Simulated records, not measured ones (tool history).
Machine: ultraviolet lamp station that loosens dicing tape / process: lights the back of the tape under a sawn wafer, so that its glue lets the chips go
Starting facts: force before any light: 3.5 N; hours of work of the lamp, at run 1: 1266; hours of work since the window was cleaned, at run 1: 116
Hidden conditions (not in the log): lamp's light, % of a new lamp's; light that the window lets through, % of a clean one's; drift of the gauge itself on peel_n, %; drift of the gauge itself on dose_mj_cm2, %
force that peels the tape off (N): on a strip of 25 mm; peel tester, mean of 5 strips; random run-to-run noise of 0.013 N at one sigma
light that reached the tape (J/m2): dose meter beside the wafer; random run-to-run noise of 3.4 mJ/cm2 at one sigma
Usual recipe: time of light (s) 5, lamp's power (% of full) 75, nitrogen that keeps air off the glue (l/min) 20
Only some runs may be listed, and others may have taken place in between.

run,hour,time of light (s),lamp's power (% of full),nitrogen that keeps air off the glue (l/min),hours of work of the lamp,hours of work since the window was cleaned,force that peels the tape off (N),light that reached the tape (J/m2)
1,0,5,75,20,1266,116,0.96,3880
2,50.6,5,75,20,1293,144,0.949,3790
3,80,5,75,20,1309,159,0.954,3740
4,135.9,8,75,20,1339,189,0.534,5900
5,188.8,8,75,21,1367,218,0.555,5830
6,227.5,5,75,20,1388,239,1.041,3570
7,286.8,5,92,20,1420,270,0.809,4300
8,328.2,5,92,20,1442,293,0.826,4190
9,361.8,5,75,20,1460,311,1.117,3390
10,404.8,5,75,20,1483,334,1.097,3360
11,454.3,5,75,20,1510,360,1.11,3340
12,492.3,5,75,20,1530,381,1.154,3290
13,531.4,5,75,20,1551,402,1.127,3200
14,577.4,5,75,20,1576,427,1.202,3150
15,636,5,75,20,1607,458,1.158,3070
16,691.4,5,75,34,1637,488,1.017,2980
17,741.3,5,73,34,1664,515,1.07,2840
18,777.7,5,73,34,1683,534,1.088,2800
19,827,2,70,20,1710,561,2.332,1050

Forecast run 20:
# hour 836: window cleaned of glue's vapour
20,866,2,70,20,1731,16,?,?

Run 20 came out at force that peels the tape off (N) 2.209, light that reached the tape (J/m2) 1280.
If the tool had no hidden condition, the same run with the same run-to-run variation would have returned force that peels the tape off (N) 1.67, light that reached the tape (J/m2) 2100.

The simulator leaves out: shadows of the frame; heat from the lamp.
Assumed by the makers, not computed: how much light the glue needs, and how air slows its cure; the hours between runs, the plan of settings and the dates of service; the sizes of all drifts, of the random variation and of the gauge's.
